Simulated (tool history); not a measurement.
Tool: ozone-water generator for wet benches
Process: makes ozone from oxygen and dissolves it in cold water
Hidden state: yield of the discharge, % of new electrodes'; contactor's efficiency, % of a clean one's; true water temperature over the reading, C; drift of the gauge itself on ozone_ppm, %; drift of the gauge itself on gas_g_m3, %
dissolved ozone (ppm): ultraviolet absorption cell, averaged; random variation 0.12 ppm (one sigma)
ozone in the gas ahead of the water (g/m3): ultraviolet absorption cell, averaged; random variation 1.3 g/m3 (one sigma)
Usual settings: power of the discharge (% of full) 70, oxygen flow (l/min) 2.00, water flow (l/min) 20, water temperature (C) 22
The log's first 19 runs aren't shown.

run,hour,power of the discharge (% of full),oxygen flow (l/min),water flow (l/min),water temperature (C),hours of work since the electrodes were changed,hours of work since the contactor was cleaned,hours of work since the thermometer was calibrated,dissolved ozone (ppm),ozone in the gas ahead of the water (g/m3)
20,1313.7,52,1.46,30,23,2321,1347,3522,5.9,214.1
21,1378.7,52,1.46,16,15,2384,1409,3585,11.8,215.1
22,1458.4,52,1.46,16,15,2461,1486,3662,12.1,215.6
23,1526.7,52,1.46,16,15,2526,1551,3727,11.9,214.3
24,1617.6,52,1.46,16,15,2613,1639,3815,12.2,215.8
25,1679.7,49,2.61,16,15,2673,1698,3874,12.1,137.6
26,1778.3,70,2.33,14,22,2768,1793,3969,17.3,205.0
27,1862.2,70,2.33,14,22,2849,1874,4050,17.3,206.8
28,1961.3,70,2.33,14,22,2944,1969,4145,17.3,208.6
29,2025.9,70,2.00,14,21,3006,2031,4207,17.3,230.2
30,2071.4,54,1.88,20,22,3050,2075,4251,9.8,187.6
31,2130.3,96,1.88,21,21,3106,2131,4307,16.1,319.3
32,2217.0,44,2.61,16,28,3190,2215,4391,9.3,124.2

4 ways to go on from here, each from the tool as it stands after run 32. What would each give?
A,2303.7,44,2.61,13,28,3273,2298,4474,?,?
B,2303.7,44,2.19,12,18,3273,2298,4474,?,?
C,2303.7,48,1.86,19,22,3273,2298,4474,?,?
D,2303.7,87,2.00,23,28,3273,2298,4474,?,?

run,dissolved ozone (ppm),ozone in the gas ahead of the water (g/m3)
A,10.8,123.5
B,13.5,140.4
C,9.1,169.1
D,12.9,277.4
Without the tool's hidden state the same runs would have given:
run,dissolved ozone (ppm),ozone in the gas ahead of the water (g/m3)
A,10.8,126.5
B,13.5,143.9
C,9.1,173.3
D,12.9,284.4
